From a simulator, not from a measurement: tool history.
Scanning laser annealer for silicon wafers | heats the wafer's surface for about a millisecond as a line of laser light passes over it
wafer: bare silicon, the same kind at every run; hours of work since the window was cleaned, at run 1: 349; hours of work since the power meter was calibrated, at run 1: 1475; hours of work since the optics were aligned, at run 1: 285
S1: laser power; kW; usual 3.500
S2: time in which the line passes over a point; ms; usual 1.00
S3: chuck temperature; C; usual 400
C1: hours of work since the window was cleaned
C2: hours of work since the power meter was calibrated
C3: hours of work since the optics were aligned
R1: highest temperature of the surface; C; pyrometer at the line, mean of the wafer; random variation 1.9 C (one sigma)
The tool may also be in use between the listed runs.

Run 1, day 0.000: usual settings; C1 349; C2 1475; C3 285. Result: R1 1136 C.
Run 2, day 2.129: usual settings; C1 377; C2 1503; C3 314. Result: R1 1133 C.
Run 3, day 3.817: usual settings but S1 3.068 kW; C1 400; C2 1526; C3 337. Result: R1 1030 C.
Run 4, day 6.867: usual settings but S1 3.068 kW; C1 441; C2 1567; C3 378. Result: R1 1030 C.
Run 5, day 9.425: usual settings but S1 3.068 kW; C1 475; C2 1601; C3 412. Result: R1 1026 C.
Run 6, day 11.550: usual settings but S1 3.136 kW; C1 504; C2 1630; C3 440. Result: R1 1043 C.
Run 7, day 13.725: usual settings; C1 533; C2 1659; C3 470. Result: R1 1128 C.
Run 8, day 15.517: usual settings; C1 557; C2 1683; C3 494. Result: R1 1121 C.
Run 9, day 17.112: usual settings but S1 3.626 kW; C1 578; C2 1704; C3 515. Result: R1 1155 C.
Run 10, day 19.875: usual settings but S1 3.626 kW; C1 616; C2 1742; C3 552. Result: R1 1155 C.
Run 11, day 21.688: usual settings but S1 3.545 kW, S2 1.06 ms, S3 428 C; C1 640; C2 1766; C3 577. Result: R1 1183 C.
Run 12, day 23.983: usual settings but S1 3.423 kW, S3 409 C; C1 671; C2 1797; C3 607. Result: R1 1109 C.
Run 13, day 27.108: usual settings but S1 3.423 kW, S3 409 C; C1 713; C2 1839; C3 649. Result: R1 1113 C.
Run 14, day 30.238: usual settings but S1 3.423 kW, S3 409 C; C1 755; C2 1881; C3 691. Result: R1 1110 C.
Run 15, day 31.558: usual settings but S1 3.423 kW, S3 409 C; C1 772; C2 1898; C3 709. Result: R1 1108 C.
At day 33.575: window over the wafer cleaned.
Run 16, day 34.083: usual settings but S1 3.423 kW, S3 409 C; C1 7; C2 1931; C3 742. Result: R1 1135 C.
Run 17, day 36.704: usual settings but S1 3.650 kW, S2 1.24 ms, S3 376 C; C1 42; C2 1966; C3 777. Result: R1 1235 C.

Measured less the same run without the tool's hidden state. The same run-to-run variation is in both; the gauge's scatter may not be:
The hidden state here: light that passes the window, % of a clean one's; laser's true power over the reading, %; width of the line over the set one, %; drift of the gauge itself on peak_c, C.
run   R1
  1  -18
  2  -19
  3  -18
  4  -19
  5  -21
  6  -22
  7  -26
  8  -28
  9  -30
 10  -31
 11  -32
 12  -32
 13  -33
 14  -36
 15  -36
 16   -9
 17  -13
